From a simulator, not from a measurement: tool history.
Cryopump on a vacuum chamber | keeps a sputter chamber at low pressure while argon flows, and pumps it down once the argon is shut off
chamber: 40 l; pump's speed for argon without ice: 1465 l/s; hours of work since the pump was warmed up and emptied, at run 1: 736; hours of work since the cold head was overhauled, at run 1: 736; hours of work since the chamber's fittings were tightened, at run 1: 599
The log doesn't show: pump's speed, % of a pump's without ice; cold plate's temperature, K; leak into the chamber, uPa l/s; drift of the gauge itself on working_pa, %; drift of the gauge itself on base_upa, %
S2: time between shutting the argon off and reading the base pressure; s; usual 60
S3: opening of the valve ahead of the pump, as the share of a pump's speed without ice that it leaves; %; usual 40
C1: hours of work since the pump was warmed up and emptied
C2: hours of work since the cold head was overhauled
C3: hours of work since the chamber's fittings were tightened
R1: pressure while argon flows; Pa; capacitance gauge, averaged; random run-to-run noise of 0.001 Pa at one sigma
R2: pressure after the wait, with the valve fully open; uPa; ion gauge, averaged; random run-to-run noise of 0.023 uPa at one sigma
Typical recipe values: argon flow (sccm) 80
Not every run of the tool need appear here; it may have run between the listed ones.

{"run": 1, "hour": 0.0, "argon flow (sccm)": 80, "S2": 60, "S3": 40, "C1": 736, "C2": 736, "C3": 599, "R1": 0.2491, "R2": 1.05}
{"run": 2, "hour": 89.9, "argon flow (sccm)": 80, "S2": 60, "S3": 16, "C1": 779, "C2": 779, "C3": 642, "R1": 0.5932, "R2": 1.08}
{"hour": 165.8, "done": "pump warmed up, emptied and cooled again"}
{"run": 3, "hour": 170.2, "argon flow (sccm)": 80, "S2": 60, "S3": 34, "C1": 2, "C2": 815, "C3": 678, "R1": 0.2712, "R2": 0.93}
{"run": 4, "hour": 258.8, "argon flow (sccm)": 80, "S2": 60, "S3": 34, "C1": 44, "C2": 857, "C3": 720, "R1": 0.2745, "R2": 0.96}
{"run": 5, "hour": 313.5, "argon flow (sccm)": 80, "S2": 110, "S3": 34, "C1": 70, "C2": 883, "C3": 746, "R1": 0.2718, "R2": 0.73}
{"run": 6, "hour": 409.2, "argon flow (sccm)": 80, "S2": 110, "S3": 34, "C1": 116, "C2": 928, "C3": 792, "R1": 0.2765, "R2": 0.8}
{"run": 7, "hour": 455.9, "argon flow (sccm)": 80, "S2": 273, "S3": 34, "C1": 138, "C2": 951, "C3": 814, "R1": 0.2741, "R2": 0.65}
{"run": 8, "hour": 531.1, "argon flow (sccm)": 80, "S2": 60, "S3": 40, "C1": 174, "C2": 986, "C3": 850, "R1": 0.2359, "R2": 1.04}
{"run": 9, "hour": 630.0, "argon flow (sccm)": 80, "S2": 188, "S3": 21, "C1": 221, "C2": 1034, "C3": 897, "R1": 0.4455, "R2": 0.76}
{"run": 10, "hour": 715.7, "argon flow (sccm)": 84, "S2": 60, "S3": 17, "C1": 262, "C2": 1074, "C3": 938, "R1": 0.5825, "R2": 1.09}
{"run": 11, "hour": 770.1, "argon flow (sccm)": 84, "S2": 60, "S3": 17, "C1": 288, "C2": 1100, "C3": 963, "R1": 0.5739, "R2": 1.09}
{"run": 12, "hour": 865.1, "argon flow (sccm)": 76, "S2": 21, "S3": 29, "C1": 333, "C2": 1146, "C3": 1009, "R1": 0.312, "R2": 2.11}

Run 13 comes next. What will it give?
{"run": 13, "hour": 918.2, "argon flow (sccm)": 76, "S2": 21, "S3": 29, "C1": 359, "C2": 1171, "C3": 1034, "R1": "?", "R2": "?"}

R1: 0.311 Pa
R2: 2.1 uPa
Were there no unlogged condition in the tool, this run, its random variation unchanged, would have produced R1 0.303 Pa, R2 1.69 uPa.
